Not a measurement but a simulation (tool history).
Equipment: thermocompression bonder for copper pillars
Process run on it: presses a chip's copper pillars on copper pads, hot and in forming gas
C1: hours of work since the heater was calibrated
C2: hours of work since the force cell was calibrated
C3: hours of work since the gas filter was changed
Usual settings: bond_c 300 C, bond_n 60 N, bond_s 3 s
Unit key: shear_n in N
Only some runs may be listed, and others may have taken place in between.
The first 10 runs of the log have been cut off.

run 11 hour=71.1 | bond_c=300 bond_n=60 bond_s=3 | C1=526 C2=190 C3=97 | shear_n=79.2
run 12 hour=78.6 | bond_c=300 bond_n=60 bond_s=3 | C1=530 C2=194 C3=101 | shear_n=78.5
run 13 hour=88.6 | bond_c=321 bond_n=60 bond_s=3 | C1=535 C2=199 C3=106 | shear_n=93.4
run 14 hour=97.4 | bond_c=321 bond_n=60 bond_s=3 | C1=539 C2=203 C3=110 | shear_n=92.7
run 15 hour=105.8 | bond_c=320 bond_n=60 bond_s=3 | C1=543 C2=207 C3=114 | shear_n=90.8
run 16 hour=115.6 | bond_c=320 bond_n=60 bond_s=5 | C1=548 C2=212 C3=119 | shear_n=104.2
run 17 hour=125 | bond_c=299 bond_n=64 bond_s=5 | C1=553 C2=217 C3=124 | shear_n=92.6
run 18 hour=134.5 | bond_c=299 bond_n=64 bond_s=5 | C1=558 C2=222 C3=129 | shear_n=91.6
run 19 hour=144.9 | bond_c=322 bond_n=37 bond_s=5 | C1=563 C2=227 C3=134 | shear_n=83.8
-- hour=146.6 forming gas filter changed
run 20 hour=154.2 | bond_c=317 bond_n=37 bond_s=2 | C1=567 C2=231 C3=4 | shear_n=65.2
run 21 hour=163.8 | bond_c=300 bond_n=60 bond_s=2 | C1=572 C2=236 C3=9 | shear_n=74.3
-- hour=166.2 force cell calibrated
run 22 hour=173.3 | bond_c=306 bond_n=60 bond_s=9 | C1=576 C2=4 C3=12 | shear_n=122.1
run 23 hour=179.4 | bond_c=318 bond_n=60 bond_s=7 | C1=579 C2=7 C3=16 | shear_n=120.1
run 24 hour=188.2 | bond_c=318 bond_n=39 bond_s=7 | C1=583 C2=11 C3=20 | shear_n=101.1
run 25 hour=194.7 | bond_c=320 bond_n=45 bond_s=2 | C1=586 C2=14 C3=23 | shear_n=75.2
run 26 hour=205.2 | bond_c=296 bond_n=77 bond_s=6 | C1=592 C2=19 C3=28 | shear_n=111.1
run 27 hour=213 | bond_c=318 bond_n=44 bond_s=6 | C1=596 C2=23 C3=32 | shear_n=100.1
run 28 hour=218.4 | bond_c=294 bond_n=42 bond_s=3 | C1=598 C2=26 C3=35 | shear_n=63.6
-- hour=225.7 force cell calibrated, once more
run 29 hour=228.3 | bond_c=295 bond_n=38 bond_s=2 | C1=602 C2=1 C3=39 | shear_n=49.4
run 30 hour=237.4 | bond_c=295 bond_n=38 bond_s=2 | C1=607 C2=6 C3=44 | shear_n=49.4

Consider 4 possible next runs. They are alternatives, not a sequence: every one starts from the tool as it was left by run 30. What does each give?
run A hour=244 | bond_c=278 bond_n=38 bond_s=5 | C1=610 C2=9 C3=47 | shear_n=?
run B hour=244 | bond_c=300 bond_n=89 bond_s=2 | C1=610 C2=9 C3=47 | shear_n=?
run C hour=244 | bond_c=295 bond_n=38 bond_s=3 | C1=610 C2=9 C3=47 | shear_n=?
run D hour=244 | bond_c=277 bond_n=53 bond_s=8 | C1=610 C2=9 C3=47 | shear_n=?

run=A shear_n=58.1
run=B shear_n=92.1
run=C shear_n=58.3
run=D shear_n=85
Had the tool no hidden state, the same runs would have come out as:
run=A shear_n=64.8
run=B shear_n=100.6
run=C shear_n=64.6
run=D shear_n=93.5
